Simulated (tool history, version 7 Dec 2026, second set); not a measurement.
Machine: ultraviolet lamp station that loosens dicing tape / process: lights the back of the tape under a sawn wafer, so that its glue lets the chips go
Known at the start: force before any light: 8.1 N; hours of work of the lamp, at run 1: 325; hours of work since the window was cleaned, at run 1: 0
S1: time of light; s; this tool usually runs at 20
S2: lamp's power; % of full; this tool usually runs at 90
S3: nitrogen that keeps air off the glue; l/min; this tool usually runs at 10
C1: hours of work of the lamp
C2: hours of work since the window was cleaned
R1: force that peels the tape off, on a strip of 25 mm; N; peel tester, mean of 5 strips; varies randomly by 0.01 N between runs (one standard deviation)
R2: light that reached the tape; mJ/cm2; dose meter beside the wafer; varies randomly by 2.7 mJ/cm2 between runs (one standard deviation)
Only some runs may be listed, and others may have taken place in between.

run 1 hour=0 | S1=20 S2=90 S3=10 | C1=325 C2=0 | R1=0.69 R2=305
run 2 hour=7.6 | S1=20 S2=90 S3=10 | C1=330 C2=5 | R1=0.68 R2=305
run 3 hour=19.8 | S1=12 S2=90 S3=10 | C1=338 C2=13 | R1=1.746 R2=179
run 4 hour=27.4 | S1=12 S2=90 S3=10 | C1=343 C2=18 | R1=1.765 R2=182
run 5 hour=37 | S1=12 S2=90 S3=10 | C1=349 C2=24 | R1=1.746 R2=176
run 6 hour=51.8 | S1=12 S2=90 S3=10 | C1=359 C2=34 | R1=1.835 R2=180
run 7 hour=58.6 | S1=20 S2=68 S3=10 | C1=364 C2=39 | R1=1.249 R2=222
run 8 hour=68.6 | S1=20 S2=90 S3=10 | C1=370 C2=45 | R1=0.726 R2=288
run 9 hour=75.2 | S1=20 S2=90 S3=4 | C1=374 C2=50 | R1=1.183 R2=292
run 10 hour=85.4 | S1=20 S2=90 S3=10 | C1=381 C2=56 | R1=0.745 R2=287
run 11 hour=93.2 | S1=20 S2=90 S3=10 | C1=386 C2=62 | R1=0.772 R2=284
run 12 hour=100.1 | S1=20 S2=90 S3=10 | C1=391 C2=66 | R1=0.784 R2=286
run 13 hour=106.3 | S1=20 S2=90 S3=10 | C1=395 C2=70 | R1=0.787 R2=285
run 14 hour=118.8 | S1=20 S2=90 S3=10 | C1=403 C2=79 | R1=0.821 R2=282
run 15 hour=132.7 | S1=20 S2=64 S3=10 | C1=413 C2=88 | R1=1.523 R2=198
run 16 hour=140.9 | S1=20 S2=64 S3=10 | C1=418 C2=93 | R1=1.499 R2=196
run 17 hour=148 | S1=20 S2=90 S3=6 | C1=423 C2=98 | R1=1.071 R2=273
run 18 hour=159.8 | S1=20 S2=70 S3=10 | C1=430 C2=106 | R1=1.348 R2=214
run 19 hour=168.3 | S1=20 S2=70 S3=10 | C1=436 C2=111 | R1=1.33 R2=211
run 20 hour=174.9 | S1=20 S2=90 S3=10 | C1=440 C2=116 | R1=0.86 R2=269
run 21 hour=182.2 | S1=20 S2=90 S3=10 | C1=445 C2=120 | R1=0.897 R2=270
run 22 hour=193 | S1=20 S2=67 S3=10 | C1=452 C2=128 | R1=1.555 R2=197
run 23 hour=199.7 | S1=20 S2=67 S3=10 | C1=457 C2=132 | R1=1.526 R2=195
run 24 hour=212.9 | S1=20 S2=67 S3=5 | C1=466 C2=141 | R1=1.986 R2=196
run 25 hour=227.5 | S1=36 S2=90 S3=8 | C1=475 C2=150 | R1=0.313 R2=459
run 26 hour=240.9 | S1=32 S2=63 S3=4 | C1=484 C2=159 | R1=1.29 R2=283
run 27 hour=250 | S1=28 S2=90 S3=5 | C1=490 C2=165 | R1=0.705 R2=353
run 28 hour=258.4 | S1=18 S2=82 S3=12 | C1=496 C2=171 | R1=1.255 R2=208
run 29 hour=269.2 | S1=16 S2=80 S3=12 | C1=503 C2=178 | R1=1.718 R2=175
run 30 hour=276.2 | S1=20 S2=87 S3=10 | C1=507 C2=183 | R1=1.084 R2=238
run 31 hour=288 | S1=13 S2=96 S3=4 | C1=515 C2=190 | R1=2.582 R2=170
run 32 hour=296.3 | S1=13 S2=63 S3=4 | C1=521 C2=196 | R1=3.581 R2=109
run 33 hour=306.3 | S1=13 S2=63 S3=4 | C1=527 C2=203 | R1=3.989 R2=111
run 34 hour=313.2 | S1=13 S2=63 S3=4 | C1=532 C2=207 | R1=3.818 R2=107
run 35 hour=319.9 | S1=28 S2=63 S3=3 | C1=536 C2=212 | R1=1.908 R2=232
run 36 hour=331.9 | S1=28 S2=63 S3=3 | C1=544 C2=219 | R1=1.983 R2=227
run 37 hour=339.1 | S1=36 S2=67 S3=6 | C1=549 C2=224 | R1=0.824 R2=313
run 38 hour=353.8 | S1=11 S2=69 S3=10 | C1=559 C2=234 | R1=3.452 R2=100
run 39 hour=362.8 | S1=20 S2=90 S3=5 | C1=565 C2=240 | R1=1.608 R2=233
run 40 hour=372.6 | S1=21 S2=75 S3=6 | C1=571 C2=246 | R1=1.82 R2=200
run 41 hour=379.4 | S1=21 S2=87 S3=20 | C1=576 C2=251 | R1=0.916 R2=229
run 42 hour=392.3 | S1=20 S2=64 S3=10 | C1=584 C2=259 | R1=2.022 R2=158
run 43 hour=405.1 | S1=40 S2=79 S3=10 | C1=593 C2=268 | R1=0.394 R2=391
run 44 hour=412.4 | S1=35 S2=64 S3=4 | C1=597 C2=273 | R1=1.269 R2=272

3 ways to go on from here, each from the tool as it stands after run 44. What would each give?
run A hour=423.5 | S1=15 S2=64 S3=4 | C1=605 C2=280 | R1=? R2=?
run B hour=423.5 | S1=35 S2=64 S3=4 | C1=605 C2=280 | R1=? R2=?
run C hour=423.5 | S1=19 S2=64 S3=3 | C1=605 C2=280 | R1=? R2=?

run=A R1=3.728 R2=115
run=B R1=1.316 R2=263
run=C R1=3.248 R2=147
Take away the tool's hidden state, keep each run's random variation, and the runs would have read:
run=A R1=2.208 R2=194
run=B R1=0.468 R2=444
run=C R1=1.777 R2=246
